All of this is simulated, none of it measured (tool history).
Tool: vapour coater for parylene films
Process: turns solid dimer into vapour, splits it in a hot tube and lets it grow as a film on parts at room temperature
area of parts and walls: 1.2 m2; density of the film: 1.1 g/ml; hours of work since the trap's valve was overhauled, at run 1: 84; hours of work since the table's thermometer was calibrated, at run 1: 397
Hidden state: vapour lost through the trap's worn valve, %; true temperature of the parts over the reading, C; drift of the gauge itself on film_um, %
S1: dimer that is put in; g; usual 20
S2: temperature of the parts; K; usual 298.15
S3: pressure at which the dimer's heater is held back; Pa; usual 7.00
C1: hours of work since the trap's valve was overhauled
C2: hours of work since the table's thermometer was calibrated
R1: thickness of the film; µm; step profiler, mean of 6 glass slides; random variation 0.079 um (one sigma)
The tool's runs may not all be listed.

Run 1, hour 0.0: usual settings; C1 84; C2 397. Result: R1 9.34 µm.
Run 2, hour 68.5: usual settings but S1 10 g; C1 118; C2 432. Result: R1 4.52 µm.
Run 3, hour 143.5: usual settings; C1 156; C2 469. Result: R1 8.95 µm.
Run 4, hour 225.7: usual settings but S2 306.15 K; C1 198; C2 511. Result: R1 7.81 µm.
At hour 230.9: table's thermometer calibrated.
Run 5, hour 297.4: usual settings but S2 306.15 K; C1 233; C2 34. Result: R1 7.61 µm.
Run 6, hour 354.5: usual settings but S2 306.15 K; C1 262; C2 62. Result: R1 7.57 µm.
At hour 407.0: table's thermometer calibrated, once more.
Run 7, hour 417.2: usual settings but S1 14 g, S2 300.15 K, S3 4.03 Pa; C1 293; C2 5. Result: R1 6.28 µm.
Run 8, hour 454.1: usual settings but S1 14 g, S2 297.15 K, S3 4.93 Pa; C1 312; C2 24. Result: R1 6.38 µm.
Run 9, hour 503.7: usual settings but S1 14 g, S2 297.15 K, S3 4.93 Pa; C1 337; C2 49. Result: R1 6.35 µm.
Run 10, hour 543.8: usual settings but S1 13 g, S2 304.15 K, S3 4.89 Pa; C1 357; C2 69. Result: R1 5.16 µm.
At hour 575.6: trap's valve overhauled.
Run 11, hour 592.6: usual settings but S1 13 g, S2 304.15 K, S3 4.89 Pa; C1 9; C2 92. Result: R1 5.67 µm.
Run 12, hour 653.5: usual settings but S2 307.15 K, S3 2.07 Pa; C1 39; C2 122. Result: R1 9.09 µm.

Forecast each of these 4 alternatives for the next run:
Run A, hour 712.3: usual settings but S1 9 g, S2 307.15 K, S3 5.04 Pa; C1 69; C2 152. Result: R1 ?.
Run B, hour 712.3: usual settings but S1 28 g, S2 293.15 K, S3 9.58 Pa; C1 69; C2 152. Result: R1 ?.
Run C, hour 712.3: usual settings but S1 17 g, S3 5.54 Pa; C1 69; C2 152. Result: R1 ?.
Run D, hour 712.3: usual settings but S1 21 g, S3 4.67 Pa; C1 69; C2 152. Result: R1 ?.

run     R1
  A   3.68
  B  13.77
  C   7.96
  D  10.10
Without the tool's hidden state the same runs would have given:
run     R1
  A   3.76
  B  14.07
  C   8.13
  D  10.32
